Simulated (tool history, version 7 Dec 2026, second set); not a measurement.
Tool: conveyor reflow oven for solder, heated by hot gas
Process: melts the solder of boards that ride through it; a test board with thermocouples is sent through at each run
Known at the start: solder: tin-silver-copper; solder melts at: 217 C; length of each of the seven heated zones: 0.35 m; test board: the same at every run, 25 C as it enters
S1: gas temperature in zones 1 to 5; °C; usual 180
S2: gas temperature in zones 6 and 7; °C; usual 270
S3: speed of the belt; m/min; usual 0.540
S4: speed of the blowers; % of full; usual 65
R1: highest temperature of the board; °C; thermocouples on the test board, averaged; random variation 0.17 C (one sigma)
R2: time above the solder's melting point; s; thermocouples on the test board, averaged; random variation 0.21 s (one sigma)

| run | day | S1 | S2 | S3 | S4 | R1 | R2 |
|---|---|---|---|---|---|---|---|
| 1 | 0.000 | 180 | 270 | 0.540 | 65 | 253.3 | 60.3 |
|  | 1.021 | flux residue cleaned out of gas plates and filters |
| 2 | 2.996 | 180 | 270 | 0.540 | 65 | 253.1 | 60.7 |
| 3 | 6.092 | 180 | 270 | 0.540 | 65 | 253.2 | 61.0 |
| 4 | 9.250 | 180 | 270 | 0.540 | 65 | 253.3 | 60.8 |
| 5 | 11.496 | 165 | 270 | 0.540 | 65 | 250.1 | 52.9 |
|  | 14.275 | flux residue cleaned out of gas plates and filters |
| 6 | 14.388 | 165 | 270 | 0.540 | 65 | 250.4 | 52.8 |
| 7 | 16.842 | 165 | 270 | 0.540 | 65 | 250.4 | 53.1 |
| 8 | 20.108 | 165 | 270 | 0.540 | 65 | 250.3 | 53.3 |
| 9 | 23.683 | 165 | 270 | 0.540 | 65 | 250.3 | 53.0 |
| 10 | 26.879 | 192 | 270 | 0.540 | 65 | 255.7 | 67.8 |
|  | 27.679 | flux residue cleaned out of gas plates and filters |
| 11 | 30.104 | 192 | 270 | 0.540 | 55 | 253.0 | 65.3 |
| 12 | 32.862 | 180 | 270 | 0.540 | 65 | 253.0 | 60.4 |
| 13 | 34.821 | 180 | 270 | 0.540 | 65 | 253.4 | 60.5 |
|  | 36.808 | thermocouples of zones 6 and 7 changed |
| 14 | 37.067 | 180 | 270 | 0.540 | 65 | 253.0 | 60.6 |
| 15 | 39.658 | 180 | 272 | 0.540 | 65 | 255.0 | 61.9 |
|  | 40.033 | belt drive overhauled, speed set with a stopwatch |
|  | 41.229 | flux residue cleaned out of gas plates and filters |
| 16 | 42.504 | 180 | 270 | 0.578 | 65 | 250.9 | 54.2 |
| 17 | 44.362 | 180 | 270 | 0.578 | 65 | 250.8 | 54.5 |
| 18 | 46.571 | 167 | 270 | 0.578 | 65 | 248.4 | 48.2 |
| 19 | 49.100 | 192 | 272 | 0.540 | 65 | 257.1 | 68.2 |
| 20 | 50.942 | 192 | 272 | 0.540 | 65 | 257.0 | 68.7 |
| 21 | 53.671 | 180 | 267 | 0.540 | 89 | 255.7 | 64.0 |
|  | 54.583 | flux residue cleaned out of gas plates and filters |
| 22 | 57.462 | 180 | 267 | 0.540 | 89 | 255.7 | 63.8 |
| 23 | 60.679 | 180 | 267 | 0.540 | 89 | 256.0 | 63.9 |
| 24 | 62.229 | 180 | 274 | 0.531 | 55 | 253.8 | 61.3 |
| 25 | 63.950 | 180 | 274 | 0.531 | 55 | 254.1 | 61.6 |
| 26 | 66.967 | 169 | 285 | 0.495 | 70 | 268.7 | 73.0 |
|  | 67.917 | flux residue cleaned out of gas plates and filters |
| 27 | 70.608 | 180 | 270 | 0.540 | 65 | 253.0 | 60.6 |
| 28 | 72.217 | 180 | 270 | 0.540 | 78 | 256.5 | 63.3 |
| 29 | 75.496 | 180 | 270 | 0.540 | 78 | 256.7 | 63.4 |

3 ways to go on from here, each from the tool as it stands after run 29. What would each give?
| A | 78.071 | 188 | 270 | 0.455 | 61 | ? | ? |
| B | 78.071 | 179 | 270 | 0.540 | 64 | ? | ? |
| C | 78.071 | 190 | 269 | 0.540 | 65 | ? | ? |

| run | R1 | R2 |
|---|---|---|
| A | 258.4 | 80.9 |
| B | 252.6 | 59.7 |
| C | 253.8 | 65.8 |
Without the tool's hidden state the same runs would have given:
| run | R1 | R2 |
|---|---|---|
| A | 258.4 | 80.8 |
| B | 252.5 | 59.7 |
| C | 253.8 | 65.7 |
